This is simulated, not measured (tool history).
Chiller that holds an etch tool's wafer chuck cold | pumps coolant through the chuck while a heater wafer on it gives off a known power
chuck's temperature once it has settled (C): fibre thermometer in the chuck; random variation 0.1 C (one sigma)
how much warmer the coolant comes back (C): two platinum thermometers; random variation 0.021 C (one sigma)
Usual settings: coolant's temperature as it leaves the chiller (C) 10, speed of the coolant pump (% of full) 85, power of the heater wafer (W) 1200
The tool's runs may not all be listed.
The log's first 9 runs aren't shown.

run,hour,coolant's temperature as it leaves the chiller (C),speed of the coolant pump (% of full),power of the heater wafer (W),hours since the coolant was changed and the channels were flushed,hours since the pump was overhauled,hours since the chiller's thermometer was calibrated,chuck's temperature once it has settled (C),how much warmer the coolant comes back (C)
10,766.9,10,85,1550,2628,2767,2324,30.1,3.42
11,870.3,10,85,1550,2732,2870,2427,30.2,3.41
12,925.9,10,85,1550,2787,2926,2483,30.2,3.39
13,979.1,10,85,1550,2841,2979,2536,30.2,3.42
14,1073.5,10,85,1550,2935,3074,2631,30.3,3.45
15,1125.7,10,85,1550,2987,3126,2683,30.4,3.41
16,1220.6,10,85,1550,3082,3221,2778,30.6,3.42
17,1275.9,10,85,1550,3137,3276,2833,30.8,3.42
18,1347.5,12,90,845,3209,3347,2905,23.1,1.77
19,1445.9,12,90,845,3307,3446,3003,23.6,1.78
20,1543.2,12,90,845,3405,3543,3100,23.3,1.80
21,1594.3,12,62,1260,3456,3594,3152,31.9,3.88
22,1698.1,12,62,1260,3560,3698,3255,31.9,3.87
23,1765.3,6,66,1370,3627,3765,3322,27.3,3.98
# hour 1821.0: coolant changed, channels flushed
24,1881.0,6,66,1370,60,3875,3432,24.9,3.95
25,1937.8,6,66,1370,117,3932,3489,25.0,3.96
26,2046.8,6,66,1370,226,4041,3598,25.0,4.00
27,2130.6,6,77,935,310,4125,3682,18.6,2.31
28,2230.5,14,70,994,410,4225,3782,27.8,2.74
# hour 2272.5: chiller's thermometer calibrated
29,2352.0,14,70,994,530,4345,79,26.8,2.76
30,2417.8,12,64,1200,596,4411,145,28.4,3.61
31,2506.8,14,67,1710,685,4500,234,36.9,4.96

4 ways to go on from here, each from the tool as it stands after run 31. What would each give?
A,2632.8,2,67,1462,811,4626,360,?,?
B,2632.8,14,67,670,811,4626,360,?,?
C,2632.8,3,67,678,811,4626,360,?,?
D,2632.8,5,68,985,811,4626,360,?,?

run,chuck's temperature once it has settled (C),how much warmer the coolant comes back (C)
A,22.0,4.19
B,23.0,1.92
C,12.2,1.95
D,18.3,2.81
Without the tool's hidden state the same runs would have given:
run,chuck's temperature once it has settled (C),how much warmer the coolant comes back (C)
A,20.3,3.73
B,22.2,1.71
C,11.4,1.73
D,17.2,2.51
